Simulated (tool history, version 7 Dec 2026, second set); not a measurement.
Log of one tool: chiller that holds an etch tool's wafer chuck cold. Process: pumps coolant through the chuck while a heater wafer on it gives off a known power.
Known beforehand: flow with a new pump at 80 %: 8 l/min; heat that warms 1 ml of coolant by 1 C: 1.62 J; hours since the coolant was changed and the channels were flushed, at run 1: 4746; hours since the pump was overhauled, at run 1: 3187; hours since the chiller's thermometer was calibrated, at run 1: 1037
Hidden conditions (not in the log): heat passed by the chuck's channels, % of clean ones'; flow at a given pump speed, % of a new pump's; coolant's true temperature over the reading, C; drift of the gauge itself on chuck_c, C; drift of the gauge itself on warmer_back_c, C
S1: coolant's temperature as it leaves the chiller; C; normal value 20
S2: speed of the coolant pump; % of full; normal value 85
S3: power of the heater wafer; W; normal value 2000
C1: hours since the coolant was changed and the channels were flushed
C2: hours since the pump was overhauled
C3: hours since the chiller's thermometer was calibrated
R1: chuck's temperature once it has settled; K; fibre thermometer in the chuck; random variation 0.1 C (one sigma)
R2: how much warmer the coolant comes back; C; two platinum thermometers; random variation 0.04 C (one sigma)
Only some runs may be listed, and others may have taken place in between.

Run 1, day 0: usual settings; C1 4746; C2 3187; C3 1037. Result: R1 312.35 K, R2 8.73 C.
Run 2, day 5.796: usual settings; C1 4885; C2 3327; C3 1176. Result: R1 312.35 K, R2 8.68 C.
Run 3, day 8.488: usual settings but S3 2923 W; C1 4949; C2 3391; C3 1241. Result: R1 320.85 K, R2 12.67 C.
Run 4, day 13.879: usual settings but S3 2923 W; C1 5079; C2 3521; C3 1370. Result: R1 321.05 K, R2 12.74 C.
Run 5, day 19.854: usual settings; C1 5222; C2 3664; C3 1513. Result: R1 312.15 K, R2 8.69 C.
Run 6, day 23.433: usual settings; C1 5308; C2 3750; C3 1599. Result: R1 312.35 K, R2 8.69 C.
Run 7, day 27.029: usual settings; C1 5394; C2 3836; C3 1686. Result: R1 312.25 K, R2 8.69 C.
Run 8, day 32.558: usual settings; C1 5527; C2 3969; C3 1818. Result: R1 312.25 K, R2 8.64 C.
Run 9, day 35.454: usual settings; C1 5597; C2 4038; C3 1888. Result: R1 312.35 K, R2 8.71 C.
Run 10, day 39.008: usual settings; C1 5682; C2 4124; C3 1973. Result: R1 312.25 K, R2 8.71 C.
Run 11, day 41.517: usual settings; C1 5742; C2 4184; C3 2033. Result: R1 312.15 K, R2 8.68 C.
Run 12, day 44.512: usual settings; C1 5814; C2 4256; C3 2105. Result: R1 312.35 K, R2 8.66 C.
Run 13, day 49.492: usual settings; C1 5933; C2 4375; C3 2225. Result: R1 312.35 K, R2 8.71 C.
Run 14, day 55.554: usual settings; C1 6079; C2 4521; C3 2370. Result: R1 312.25 K, R2 8.68 C.
Run 15, day 58.992: usual settings; C1 6162; C2 4603; C3 2453. Result: R1 312.25 K, R2 8.72 C.
Run 16, day 64.329: usual settings; C1 6290; C2 4731; C3 2581. Result: R1 312.45 K, R2 8.71 C.
Run 17, day 70.2: usual settings; C1 6430; C2 4872; C3 2722. Result: R1 312.25 K, R2 8.67 C.
Run 18, day 73.808: usual settings but S1 22 C, S2 65 % of full, S3 2128 W; C1 6517; C2 4959; C3 2808. Result: R1 319.85 K, R2 12.15 C.
Run 19, day 78.625: usual settings but S1 22 C, S2 65 % of full, S3 2128 W; C1 6633; C2 5074; C3 2924. Result: R1 319.95 K, R2 12.14 C.
At day 83.721: coolant changed, channels flushed.
Run 20, day 84.271: usual settings but S1 17 C, S3 1829 W; C1 13; C2 5204; C3 3054. Result: R1 307.75 K, R2 7.92 C.
Run 21, day 88.767: usual settings but S1 14 C, S2 93 % of full, S3 1301 W; C1 121; C2 5312; C3 3161. Result: R1 298.75 K, R2 5.17 C.
Run 22, day 94.171: usual settings but S1 22 C, S3 1190 W; C1 251; C2 5442; C3 3291. Result: R1 306.65 K, R2 5.16 C.
Run 23, day 96.696: usual settings but S1 15 C, S2 65 % of full, S3 1797 W; C1 311; C2 5502; C3 3352. Result: R1 309.05 K, R2 10.3 C.
Run 24, day 101.9: usual settings but S1 15 C, S2 62 % of full, S3 1057 W; C1 436; C2 5627; C3 3477. Result: R1 300.95 K, R2 6.38 C.
At day 103.188: chiller's thermometer calibrated.
Run 25, day 106.892: usual settings but S1 19 C, S2 99 % of full, S3 1021 W; C1 555; C2 5746; C3 89. Result: R1 300.85 K, R2 3.81 C.
Run 26, day 111.967: usual settings but S1 22 C, S2 86 % of full, S3 2949 W; C1 677; C2 5868; C3 211. Result: R1 323.25 K, R2 12.74 C.
Run 27, day 114.958: usual settings but S1 30 C, S3 1433 W; C1 749; C2 5939; C3 282. Result: R1 316.85 K, R2 6.21 C.
Run 28, day 120.608: usual settings but S1 14 C, S3 1433 W; C1 884; C2 6075; C3 418. Result: R1 300.75 K, R2 6.23 C.
Run 29, day 125.504: usual settings but S1 14 C, S3 1433 W; C1 1002; C2 6193; C3 536. Result: R1 300.85 K, R2 6.26 C.

What does the tool deliver on the next run?
Run 30, day 129.029: usual settings but S1 10 C, S2 65 % of full; C1 1086; C2 6277; C3 620. Result: R1 ?, R2 ?.

R1: 306.55 K
R2: 11.46 C
The same run, on a tool lacking any hidden state, would have yielded R1 306.45 K, R2 11.45 C.
